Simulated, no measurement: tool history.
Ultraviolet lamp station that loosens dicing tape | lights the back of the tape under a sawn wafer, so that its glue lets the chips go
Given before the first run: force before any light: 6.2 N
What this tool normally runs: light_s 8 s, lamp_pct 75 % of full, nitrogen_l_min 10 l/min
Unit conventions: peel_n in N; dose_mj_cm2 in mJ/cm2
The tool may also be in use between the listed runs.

run    hour  light_s  lamp_pct  nitrogen_l_min  peel_n  dose_mj_cm2
  1     0.0        8        75              10   0.900          309
  2    32.2        8        75              10   0.866          307
  3    75.2        8        75              10   0.909          311
  4   116.4        8        75               9   0.934          308
  5   147.0        8        75               9   0.952          311
  6   179.3        8        75              15   0.728          312
  7   215.5        8        66              15   0.906          273
  8   257.0        8        66              15   0.926          274
  9   288.3        8        66              15   0.903          268
 10   326.2        8        66              15   0.924          275
 11   353.2        8        66              15   0.935          270
 12   385.4        8        75              10   0.924          307
 13   427.2        8        75              10   0.903          310
 14   452.7        8        75              10   0.915          307
 15   483.7        8        75              10   0.886          305
 16   527.1        8        75              10   0.947          308
 17   567.9        8        75              19   0.681          306
 18   604.4        8        75              10   0.915          312
      626.1  -- window cleaned of glue's vapour
 19   631.3        8        75              10   0.897          310
 20   656.9        8        75              10   0.896          310
 21   701.7        8        75              10   0.932          308
 22   720.7        8        75              10   0.844          311
 23   762.5        8        75              10   0.899          308
 24   798.4        8        75              10   0.917          307
 25   826.3        8        75              10   0.919          307
 26   855.1        5        97              11   1.227          249
 27   890.7        5        97              11   1.196          252
 28   933.2        5        75              10   1.852          190
 29   958.2        5        75              10   1.805          192
 30   998.7        4        82               4   2.699          167
 31  1041.6        6        83               9   1.287          260
 32  1072.6        4        76               9   2.277          156
 33  1096.6        6        76               4   2.046          231
 34  1126.4        8        72              11   0.931          296
 35  1158.9        8        72              11   0.939          298
 36  1182.7        7        75              13   0.984          269
 37  1203.9        9        75              13   0.633          348
 38  1236.9        8        86               3   1.451          351
     1256.8  -- window cleaned of glue's vapour
 39  1263.8        8        86               3   1.456          358
     1289.2  -- lamp changed
 40  1294.1        8        86               3   1.341          362
 41  1332.0        8        86              17   0.533          354
 42  1374.4        8        86              17   0.526          354
 43  1408.2        9        72              14   0.651          334

Forecast each of these 3 alternatives for the next run:
  A  1438.4        9        93              14       ?            ?
  B  1438.4        5        72              14       ?            ?
  C  1438.4        9        72               3       ?            ?

run  peel_n  dose_mj_cm2
  A   0.419          434
  B   1.638          186
  C   1.555          335
Stripped of hidden state, with their random variation kept, the same runs would have yielded:
run  peel_n  dose_mj_cm2
  A   0.419          435
  B   1.637          186
  C   1.554          335
